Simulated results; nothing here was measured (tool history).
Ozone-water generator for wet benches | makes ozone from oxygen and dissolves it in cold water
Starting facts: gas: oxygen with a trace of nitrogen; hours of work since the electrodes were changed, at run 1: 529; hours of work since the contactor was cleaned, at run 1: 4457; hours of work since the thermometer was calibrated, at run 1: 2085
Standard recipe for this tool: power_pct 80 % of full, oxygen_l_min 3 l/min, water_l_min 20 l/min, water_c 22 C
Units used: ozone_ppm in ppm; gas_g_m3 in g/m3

| run | hour | power_pct | oxygen_l_min | water_l_min | water_c | hours of work since the electrodes were changed | hours of work since the contactor was cleaned | hours of work since the thermometer was calibrated | ozone_ppm | gas_g_m3 |
|---|---|---|---|---|---|---|---|---|---|---|
| 1 | 0 | 80 | 3 | 20 | 22 | 529 | 4457 | 2085 | 16.2 | 227.2 |
| 2 | 21.5 | 80 | 3 | 20 | 22 | 546 | 4474 | 2103 | 16.2 | 227.1 |
| 3 | 52.2 | 80 | 3.12 | 20 | 22 | 571 | 4499 | 2127 | 16.1 | 226.2 |
| 4 | 85.5 | 67 | 3.12 | 20 | 22 | 597 | 4526 | 2154 | 14.4 | 199.6 |
| 5 | 103 | 67 | 3.12 | 20 | 22 | 612 | 4540 | 2168 | 14.5 | 200.9 |
| 6 | 136.9 | 41 | 3 | 20 | 22 | 639 | 4567 | 2195 | 10.7 | 151.9 |
| 7 | 166.9 | 41 | 3 | 20 | 22 | 663 | 4591 | 2219 | 10.5 | 153.5 |
| 8 | 185.5 | 80 | 3 | 14 | 22 | 678 | 4606 | 2234 | 21.3 | 227.7 |
| 9 | 209.9 | 80 | 3 | 14 | 22 | 697 | 4626 | 2254 | 20.9 | 226.5 |
| 10 | 236.9 | 49 | 2.2 | 31 | 28 | 719 | 4647 | 2275 | 7.5 | 202.8 |
| 11 | 256 | 53 | 3.91 | 13 | 27 | 734 | 4663 | 2291 | 15.8 | 154.3 |
| 12 | 280.6 | 95 | 4.37 | 13 | 27 | 754 | 4682 | 2311 | 21.9 | 206.6 |
| 13 | 296.9 | 95 | 3.58 | 25 | 16 | 767 | 4695 | 2324 | 16 | 228 |
| 14 | 329.8 | 71 | 3.8 | 15 | 27 | 794 | 4722 | 2350 | 17.1 | 182.9 |
| 15 | 355.3 | 42 | 2.32 | 15 | 20 | 814 | 4742 | 2371 | 13.7 | 179.2 |
| 16 | 382.4 | 42 | 2.49 | 15 | 16 | 836 | 4764 | 2392 | 14.4 | 171.9 |
| 17 | 408.1 | 96 | 1.56 | 15 | 16 | 856 | 4785 | 2413 | 22.2 | 365.2 |
| 18 | 426.6 | 80 | 3.53 | 20 | 22 | 871 | 4800 | 2428 | 16.2 | 206.9 |

4 ways to go on from here, each from the tool as it stands after run 18. What would each give?
| A | 450.2 | 93 | 1.72 | 20 | 29 | 890 | 4819 | 2447 | ? | ? |
| B | 450.2 | 80 | 5.08 | 15 | 22 | 890 | 4819 | 2447 | ? | ? |
| C | 450.2 | 80 | 1.71 | 20 | 25 | 890 | 4819 | 2447 | ? | ? |
| D | 450.2 | 80 | 3 | 13 | 22 | 890 | 4819 | 2447 | ? | ? |

| run | ozone_ppm | gas_g_m3 |
|---|---|---|
| A | 15.4 | 337.7 |
| B | 19.4 | 170.6 |
| C | 14.2 | 314.1 |
| D | 22.2 | 226.7 |
Without the tool's hidden state the same runs would have given:
| run | ozone_ppm | gas_g_m3 |
|---|---|---|
| A | 16.4 | 343.4 |
| B | 20.7 | 173.3 |
| C | 15.2 | 318.9 |
| D | 23.5 | 230.1 |
